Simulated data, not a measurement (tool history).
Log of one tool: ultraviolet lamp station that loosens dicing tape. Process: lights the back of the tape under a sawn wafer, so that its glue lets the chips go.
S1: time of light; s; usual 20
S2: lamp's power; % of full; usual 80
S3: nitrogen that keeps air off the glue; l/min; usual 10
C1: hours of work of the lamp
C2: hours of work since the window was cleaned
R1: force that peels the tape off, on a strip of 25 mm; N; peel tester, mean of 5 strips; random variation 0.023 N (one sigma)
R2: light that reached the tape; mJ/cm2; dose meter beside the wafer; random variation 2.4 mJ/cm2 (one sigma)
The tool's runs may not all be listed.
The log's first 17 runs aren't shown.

{"run": 18, "hour": 911.5, "S1": 30, "S2": 91, "S3": 10, "C1": 1100, "C2": 61, "R1": 0.52, "R2": 379}
{"run": 19, "hour": 954.1, "S1": 30, "S2": 91, "S3": 10, "C1": 1118, "C2": 79, "R1": 0.541, "R2": 370}
{"run": 20, "hour": 1010.1, "S1": 20, "S2": 86, "S3": 10, "C1": 1141, "C2": 102, "R1": 1.34, "R2": 231}
{"run": 21, "hour": 1070.0, "S1": 20, "S2": 80, "S3": 3, "C1": 1166, "C2": 127, "R1": 2.442, "R2": 213}
{"run": 22, "hour": 1122.1, "S1": 20, "S2": 80, "S3": 3, "C1": 1188, "C2": 149, "R1": 2.577, "R2": 210}
{"run": 23, "hour": 1174.5, "S1": 22, "S2": 91, "S3": 10, "C1": 1209, "C2": 171, "R1": 1.094, "R2": 267}
{"run": 24, "hour": 1236.0, "S1": 22, "S2": 91, "S3": 10, "C1": 1235, "C2": 197, "R1": 1.122, "R2": 261}
{"run": 25, "hour": 1288.4, "S1": 22, "S2": 91, "S3": 10, "C1": 1257, "C2": 218, "R1": 1.098, "R2": 261}
{"run": 26, "hour": 1342.0, "S1": 29, "S2": 79, "S3": 10, "C1": 1279, "C2": 241, "R1": 0.862, "R2": 293}
{"run": 27, "hour": 1384.5, "S1": 29, "S2": 74, "S3": 6, "C1": 1297, "C2": 258, "R1": 1.313, "R2": 274}
{"run": 28, "hour": 1421.7, "S1": 29, "S2": 74, "S3": 6, "C1": 1313, "C2": 274, "R1": 1.313, "R2": 275}
{"run": 29, "hour": 1469.1, "S1": 28, "S2": 74, "S3": 11, "C1": 1332, "C2": 294, "R1": 1.065, "R2": 260}
{"run": 30, "hour": 1533.1, "S1": 35, "S2": 80, "S3": 8, "C1": 1359, "C2": 320, "R1": 0.661, "R2": 355}
{"run": 31, "hour": 1585.6, "S1": 16, "S2": 86, "S3": 15, "C1": 1381, "C2": 342, "R1": 2.001, "R2": 168}
{"run": 32, "hour": 1618.1, "S1": 16, "S2": 86, "S3": 15, "C1": 1394, "C2": 356, "R1": 2.055, "R2": 173}
{"run": 33, "hour": 1647.2, "S1": 11, "S2": 86, "S3": 15, "C1": 1406, "C2": 368, "R1": 3.263, "R2": 113}
{"run": 34, "hour": 1679.7, "S1": 20, "S2": 95, "S3": 10, "C1": 1420, "C2": 381, "R1": 1.358, "R2": 235}
{"run": 35, "hour": 1724.1, "S1": 16, "S2": 74, "S3": 5, "C1": 1439, "C2": 400, "R1": 3.397, "R2": 148}
{"run": 36, "hour": 1776.3, "S1": 16, "S2": 74, "S3": 5, "C1": 1460, "C2": 422, "R1": 3.441, "R2": 144}
{"run": 37, "hour": 1834.6, "S1": 11, "S2": 95, "S3": 13, "C1": 1485, "C2": 446, "R1": 3.009, "R2": 123}
{"run": 38, "hour": 1894.8, "S1": 26, "S2": 96, "S3": 10, "C1": 1510, "C2": 471, "R1": 0.857, "R2": 290}
{"run": 39, "hour": 1934.7, "S1": 20, "S2": 80, "S3": 7, "C1": 1526, "C2": 488, "R1": 2.235, "R2": 189}
{"run": 40, "hour": 2003.4, "S1": 20, "S2": 80, "S3": 7, "C1": 1555, "C2": 516, "R1": 2.274, "R2": 186}
{"run": 41, "hour": 2056.8, "S1": 14, "S2": 71, "S3": 7, "C1": 1577, "C2": 539, "R1": 3.843, "R2": 113}
{"run": 42, "hour": 2094.4, "S1": 32, "S2": 78, "S3": 10, "C1": 1593, "C2": 554, "R1": 0.955, "R2": 285}

4 ways to go on from here, each from the tool as it stands after run 42. What would each give?
{"run": "A", "hour": 2132.2, "S1": 16, "S2": 78, "S3": 10, "C1": 1609, "C2": 570, "R1": "?", "R2": "?"}
{"run": "B", "hour": 2132.2, "S1": 20, "S2": 61, "S3": 15, "C1": 1609, "C2": 570, "R1": "?", "R2": "?"}
{"run": "C", "hour": 2132.2, "S1": 24, "S2": 72, "S3": 14, "C1": 1609, "C2": 570, "R1": "?", "R2": "?"}
{"run": "D", "hour": 2132.2, "S1": 18, "S2": 78, "S3": 10, "C1": 1609, "C2": 570, "R1": "?", "R2": "?"}

run=A R1=2.830 R2=141
run=B R1=2.643 R2=139
run=C R1=1.588 R2=194
run=D R1=2.419 R2=160
Without the tool's hidden state the same runs would have given:
run=A R1=1.715 R2=202
run=B R1=1.570 R2=198
run=C R1=0.815 R2=279
run=D R1=1.395 R2=229
